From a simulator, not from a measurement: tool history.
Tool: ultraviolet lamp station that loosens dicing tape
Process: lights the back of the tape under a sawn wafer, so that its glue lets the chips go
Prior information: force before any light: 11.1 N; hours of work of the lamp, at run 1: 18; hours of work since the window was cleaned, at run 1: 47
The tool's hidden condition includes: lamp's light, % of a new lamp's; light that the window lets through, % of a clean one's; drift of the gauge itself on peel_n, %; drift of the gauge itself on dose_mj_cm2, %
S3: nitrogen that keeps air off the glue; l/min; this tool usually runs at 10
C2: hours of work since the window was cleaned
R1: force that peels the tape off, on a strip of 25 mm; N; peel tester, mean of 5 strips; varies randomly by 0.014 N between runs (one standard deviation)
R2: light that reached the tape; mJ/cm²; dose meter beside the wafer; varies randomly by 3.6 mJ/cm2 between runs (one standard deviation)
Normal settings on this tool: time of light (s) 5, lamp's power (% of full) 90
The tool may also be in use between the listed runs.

Run 1, hour 0: usual settings; hours of work of the lamp 18; C2 47. Result: R1 0.705 N, R2 591 mJ/cm².
Run 2, hour 29.5: usual settings; hours of work of the lamp 32; C2 61. Result: R1 0.717 N, R2 589 mJ/cm².
Run 3, hour 71.8: usual settings but time of light (s) 7; hours of work of the lamp 53; C2 82. Result: R1 0.287 N, R2 816 mJ/cm².
Run 4, hour 91.4: usual settings but S3 8 l/min; hours of work of the lamp 62; C2 91. Result: R1 0.852 N, R2 583 mJ/cm².
Run 5, hour 114.3: usual settings but time of light (s) 3, S3 8 l/min; hours of work of the lamp 73; C2 102. Result: R1 2.306 N, R2 342 mJ/cm².
Run 6, hour 152.7: usual settings but time of light (s) 3, S3 8 l/min; hours of work of the lamp 92; C2 121. Result: R1 2.362 N, R2 341 mJ/cm².
Run 7, hour 180.4: usual settings but time of light (s) 3, S3 8 l/min; hours of work of the lamp 106; C2 134. Result: R1 2.337 N, R2 340 mJ/cm².
Run 8, hour 208: usual settings but time of light (s) 3, S3 8 l/min; hours of work of the lamp 119; C2 148. Result: R1 2.499 N, R2 331 mJ/cm².
Run 9, hour 230.4: usual settings but time of light (s) 3, S3 8 l/min; hours of work of the lamp 130; C2 159. Result: R1 2.465 N, R2 335 mJ/cm².
Run 10, hour 273.1: usual settings but time of light (s) 3, S3 8 l/min; hours of work of the lamp 151; C2 179. Result: R1 2.488 N, R2 333 mJ/cm².
At hour 277.2: window cleaned of glue's vapour.
Run 11, hour 293.5: usual settings but time of light (s) 3, S3 4 l/min; hours of work of the lamp 160; C2 8. Result: R1 3.233 N, R2 321 mJ/cm².
Run 12, hour 334.4: usual settings but time of light (s) 3, S3 15 l/min; hours of work of the lamp 180; C2 28. Result: R1 2.279 N, R2 320 mJ/cm².
Run 13, hour 362: usual settings but time of light (s) 3, S3 15 l/min; hours of work of the lamp 194; C2 41. Result: R1 2.136 N, R2 317 mJ/cm².
At hour 397.8: window cleaned of glue's vapour, once more.
Run 14, hour 406.2: usual settings but time of light (s) 3, S3 15 l/min; hours of work of the lamp 215; C2 4. Result: R1 2.002 N, R2 340 mJ/cm².
Run 15, hour 428.1: usual settings but time of light (s) 2, lamp's power (% of full) 69, S3 15 l/min; hours of work of the lamp 225; C2 15. Result: R1 4.585 N, R2 176 mJ/cm².
Run 16, hour 469.9: usual settings but time of light (s) 2, lamp's power (% of full) 69, S3 15 l/min; hours of work of the lamp 246; C2 35. Result: R1 4.581 N, R2 171 mJ/cm².
Run 17, hour 498.4: usual settings but S3 9 l/min; hours of work of the lamp 260; C2 49. Result: R1 0.853 N, R2 559 mJ/cm².
Run 18, hour 525.4: usual settings but time of light (s) 3, lamp's power (% of full) 91, S3 13 l/min; hours of work of the lamp 273; C2 62. Result: R1 2.088 N, R2 336 mJ/cm².
Run 19, hour 563: usual settings but time of light (s) 3, lamp's power (% of full) 96; hours of work of the lamp 291; C2 80. Result: R1 2.204 N, R2 350 mJ/cm².
Run 20, hour 593.6: usual settings but time of light (s) 3, lamp's power (% of full) 74; hours of work of the lamp 306; C2 95. Result: R1 3.165 N, R2 272 mJ/cm².

Selected run-to-run steps in R1, each split into two signed amounts: the part the tool would show with no hidden state at all (from settings, incoming material and random variation), and the remainder, which goes to the hidden state together with any gauge scatter not common to the measured and the hidden-state-free results:
Run 13 -> 14: window cleaned of glue's vapour, once more. R1 -0.134 N: hidden state -0.238, all else +0.104.
Run 14 -> 15: time of light (s) 3 -> 2, lamp's power (% of full) 90 -> 69. R1 +2.583 N: hidden state +0.072, all else +2.511.
Run 16 -> 17: time of light (s) 2 -> 5, lamp's power (% of full) 69 -> 90, S3 15 -> 9. R1 -3.728 N: hidden state -0.166, all else -3.562.

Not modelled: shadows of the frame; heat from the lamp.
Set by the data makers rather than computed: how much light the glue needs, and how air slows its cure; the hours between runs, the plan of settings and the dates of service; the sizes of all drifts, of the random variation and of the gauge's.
